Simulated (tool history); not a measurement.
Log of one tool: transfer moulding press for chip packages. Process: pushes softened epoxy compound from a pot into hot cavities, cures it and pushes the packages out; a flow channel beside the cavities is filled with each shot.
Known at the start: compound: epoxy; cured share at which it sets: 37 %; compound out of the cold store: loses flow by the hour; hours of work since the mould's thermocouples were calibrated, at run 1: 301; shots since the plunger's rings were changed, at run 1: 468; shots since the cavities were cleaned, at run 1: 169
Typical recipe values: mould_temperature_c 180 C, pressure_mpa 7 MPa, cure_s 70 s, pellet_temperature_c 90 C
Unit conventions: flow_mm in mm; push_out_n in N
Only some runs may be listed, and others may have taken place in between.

run,hour,mould_temperature_c,pressure_mpa,cure_s,pellet_temperature_c,hours of work since the mould's thermocouples were calibrated,shots since the plunger's rings were changed,shots since the cavities were cleaned,incoming compound's hours out of the cold store,flow_mm,push_out_n
1,0,180,7,70,90,301,468,169,8.1,606,407
2,27.7,180,7,70,90,315,780,481,43.4,526,469
3,47.6,180,7,70,90,325,1005,706,27.2,554,554
4,67.3,180,7,61,90,335,1228,929,9.9,592,809
5,83.9,180,7,61,90,343,1416,1117,24,561,789
# hour 92.6: cavities cleaned with cleaning compound and waxed
6,99.8,180,7,61,90,351,1578,81,42.9,513,444
7,114.7,180,7,61,90,358,1747,250,43.2,525,532
8,130.6,180,7,61,90,366,1927,430,28.3,544,637
9,145.9,180,7,61,90,374,2099,602,31.4,543,685
10,160,180,7,61,90,381,2259,762,36.1,524,716
11,174.4,185,7,70,90,388,2421,924,32.9,523,476
# hour 200.3: cavities cleaned with cleaning compound and waxed
12,205,185,7,70,90,402,2750,53,20.2,552,273
13,232.1,185,7,70,90,416,3056,359,8.7,575,383
14,247.5,186,7,70,96,424,3229,532,45,487,412
15,265.3,186,7,70,96,432,3431,734,40.3,499,433
# hour 270.5: plunger's sealing rings changed
16,284.7,186,7,70,96,441,160,925,32.8,535,472
17,305.8,180,8.54,102,84,451,399,1164,39.3,598,474
# hour 311.9: cavities cleaned with cleaning compound and waxed
18,336,180,5.84,60,84,466,722,272,17.2,534,609
19,358.5,180,5.72,70,90,477,977,527,9.8,538,507
20,374.9,186,5.86,89,90,485,1161,711,16.4,517,412

Run 21, settings as shown, results not yet in. Your forecast:
21,390.1,186,5.86,89,90,493,1333,883,39.5,?,?

flow_mm: 474 mm
push_out_n: 434 N
The same run, on a tool lacking any hidden state, would have yielded flow_mm 486 mm, push_out_n 229 N.
